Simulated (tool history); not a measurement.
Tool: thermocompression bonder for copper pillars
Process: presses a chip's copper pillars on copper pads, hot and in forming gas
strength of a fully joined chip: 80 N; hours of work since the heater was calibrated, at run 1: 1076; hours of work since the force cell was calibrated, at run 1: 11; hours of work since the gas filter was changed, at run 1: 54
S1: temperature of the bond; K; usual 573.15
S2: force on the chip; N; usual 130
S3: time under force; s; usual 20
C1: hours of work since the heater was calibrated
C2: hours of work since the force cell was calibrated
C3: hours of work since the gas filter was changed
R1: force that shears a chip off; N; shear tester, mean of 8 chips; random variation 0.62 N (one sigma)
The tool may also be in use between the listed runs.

run,hour,S1,S2,S3,C1,C2,C3,R1
1,0.0,573.15,130,20,1076,11,54,43.0
2,6.3,573.15,130,20,1080,15,59,41.5
3,12.1,549.15,130,20,1084,19,63,28.1
4,17.2,573.15,130,20,1088,23,66,42.3
5,24.5,573.15,130,20,1093,28,71,40.8
6,35.4,573.15,130,20,1100,35,79,41.5
7,42.4,573.15,130,20,1105,40,84,42.5
8,50.7,573.15,130,20,1111,46,89,41.0
9,55.8,573.15,130,20,1114,49,93,41.6
# hour 59.3: heater calibrated with a thermocouple chip
10,63.3,573.15,130,20,3,53,97,42.0
11,69.8,573.15,126,20,7,57,101,38.8
# hour 80.0: forming gas filter changed
12,80.7,573.15,126,20,14,65,0,40.1
13,90.9,573.15,130,20,21,72,8,42.6
14,99.9,573.15,130,13,28,78,14,35.4
15,109.2,573.15,130,13,34,84,20,36.1
16,116.7,573.15,130,13,39,89,25,35.2
17,125.9,573.15,130,13,46,96,32,35.5
18,131.2,573.15,130,13,49,99,35,35.5
19,140.2,573.15,130,20,56,106,42,41.6
20,146.9,573.15,130,21,60,110,46,41.7

The next listed run, before its measurement:
21,156.1,573.15,130,21,66,117,53,?

{"run 21": {"R1": 42.1}}
Without the tool's hidden state the same run would have given R1 42.1 N.

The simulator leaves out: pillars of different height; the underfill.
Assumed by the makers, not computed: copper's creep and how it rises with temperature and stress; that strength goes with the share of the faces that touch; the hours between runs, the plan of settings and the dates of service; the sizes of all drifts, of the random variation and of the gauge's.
